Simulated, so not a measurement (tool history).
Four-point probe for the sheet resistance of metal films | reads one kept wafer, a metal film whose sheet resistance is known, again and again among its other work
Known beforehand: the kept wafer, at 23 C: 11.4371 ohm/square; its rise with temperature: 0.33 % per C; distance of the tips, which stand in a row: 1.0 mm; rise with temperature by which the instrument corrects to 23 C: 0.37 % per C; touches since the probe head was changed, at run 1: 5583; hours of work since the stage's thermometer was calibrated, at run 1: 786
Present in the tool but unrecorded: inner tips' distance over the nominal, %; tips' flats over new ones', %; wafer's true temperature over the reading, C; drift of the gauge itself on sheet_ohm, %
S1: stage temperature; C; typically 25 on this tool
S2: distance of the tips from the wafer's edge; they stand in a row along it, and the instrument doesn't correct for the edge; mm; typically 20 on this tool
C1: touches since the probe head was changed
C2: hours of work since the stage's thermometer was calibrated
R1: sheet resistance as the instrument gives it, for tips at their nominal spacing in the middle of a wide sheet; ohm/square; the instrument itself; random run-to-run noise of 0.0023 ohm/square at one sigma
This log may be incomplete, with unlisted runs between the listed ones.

Run 1, hour 0.0: usual settings; C1 5583; C2 786. Result: R1 11.434945 ohm/square.
Run 2, hour 10.0: usual settings; C1 5848; C2 792. Result: R1 11.435825 ohm/square.
Run 3, hour 24.8: usual settings; C1 6237; C2 800. Result: R1 11.435303 ohm/square.
Run 4, hour 39.3: usual settings but S2 44 mm; C1 6621; C2 809. Result: R1 11.425230 ohm/square.
Run 5, hour 53.1: usual settings but S2 44 mm; C1 6983; C2 817. Result: R1 11.424862 ohm/square.
Run 6, hour 63.1: usual settings but S2 44 mm; C1 7248; C2 823. Result: R1 11.419946 ohm/square.
Run 7, hour 77.2: usual settings but S2 44 mm; C1 7620; C2 831. Result: R1 11.423307 ohm/square.
Run 8, hour 87.8: usual settings but S2 44 mm; C1 7900; C2 837. Result: R1 11.423331 ohm/square.
Run 9, hour 97.0: usual settings but S2 55 mm; C1 8141; C2 842. Result: R1 11.423349 ohm/square.
Run 10, hour 109.5: usual settings but S1 23 C; C1 8470; C2 849. Result: R1 11.447468 ohm/square.
Run 11, hour 120.7: usual settings but S1 29 C; C1 8768; C2 856. Result: R1 11.420819 ohm/square.
Run 12, hour 134.4: usual settings but S1 29 C; C1 9129; C2 864. Result: R1 11.420309 ohm/square.
Run 13, hour 143.5: usual settings; C1 9367; C2 869. Result: R1 11.432478 ohm/square.
Run 14, hour 150.3: usual settings; C1 9548; C2 873. Result: R1 11.432792 ohm/square.
Run 15, hour 165.0: usual settings; C1 9934; C2 882. Result: R1 11.438010 ohm/square.
Run 16, hour 173.6: usual settings but S1 20 C; C1 10161; C2 887. Result: R1 11.461252 ohm/square.
Run 17, hour 185.9: usual settings but S1 20 C; C1 10486; C2 894. Result: R1 11.457465 ohm/square.
Run 18, hour 197.6: usual settings but S1 22 C; C1 10796; C2 900. Result: R1 11.447733 ohm/square.
Run 19, hour 212.0: usual settings but S1 22 C; C1 11174; C2 909. Result: R1 11.453747 ohm/square.
Run 20, hour 218.4: usual settings but S1 22 C; C1 11343; C2 912. Result: R1 11.445645 ohm/square.
Run 21, hour 228.5: usual settings but S1 22 C; C1 11610; C2 918. Result: R1 11.451834 ohm/square.
Run 22, hour 241.6: usual settings but S1 22 C; C1 11956; C2 926. Result: R1 11.452938 ohm/square.
Run 23, hour 254.8: usual settings but S1 21 C, S2 44 mm; C1 12303; C2 934. Result: R1 11.441765 ohm/square.
Run 24, hour 269.3: usual settings but S2 60 mm; C1 12687; C2 942. Result: R1 11.420748 ohm/square.
Run 25, hour 284.1: usual settings but S2 4 mm; C1 13076; C2 950. Result: R1 11.793861 ohm/square.
Run 26, hour 297.1: usual settings but S2 4 mm; C1 13420; C2 958. Result: R1 11.787915 ohm/square.
Run 27, hour 303.8: usual settings but S1 30 C, S2 4 mm; C1 13597; C2 962. Result: R1 11.768729 ohm/square.
Run 28, hour 317.6: usual settings but S1 30 C, S2 14 mm; C1 13958; C2 970. Result: R1 11.428829 ohm/square.
Run 29, hour 323.9: usual settings but S1 20 C, S2 10 mm; C1 14125; C2 973. Result: R1 11.508995 ohm/square.
Run 30, hour 332.2: usual settings but S1 23 C, S2 23 mm; C1 14346; C2 978. Result: R1 11.439620 ohm/square.
Run 31, hour 342.5: usual settings but S1 23 C, S2 23 mm; C1 14617; C2 984. Result: R1 11.440500 ohm/square.
Run 32, hour 357.2: usual settings but S1 22 C, S2 4 mm; C1 15003; C2 993. Result: R1 11.803428 ohm/square.
Run 33, hour 368.3: usual settings but S2 4 mm; C1 15297; C2 999. Result: R1 11.788812 ohm/square.
Run 34, hour 382.9: usual settings but S2 4 mm; C1 15683; C2 1008. Result: R1 11.793151 ohm/square.
Run 35, hour 392.9: usual settings but S1 31 C, S2 5 mm; C1 15945; C2 1013. Result: R1 11.633308 ohm/square.

How would selected steps in R1 from run to run divide? Give the signed amount a tool lacking its hidden state would still show from settings, what came in and random variation, and the signed amount left for the hidden state, including any gauge scatter that is not in both of the compared results.
Run 10 -> 11: S1 23 -> 29. R1 -0.026649 ohm/square: hidden state -0.000206, all else -0.026443.
Run 24 -> 25: S2 60 -> 4. R1 +0.373113 ohm/square: hidden state -0.000235, all else +0.373348.
Run 27 -> 28: S2 4 -> 14. R1 -0.339900 ohm/square: hidden state +0.000131, all else -0.340031.
Run 28 -> 29: S1 30 -> 20, S2 14 -> 10. R1 +0.080166 ohm/square: hidden state +0.000286, all else +0.079880.
Run 31 -> 32: S1 23 -> 22, S2 23 -> 4. R1 +0.362928 ohm/square: hidden state -0.000187, all else +0.363115.
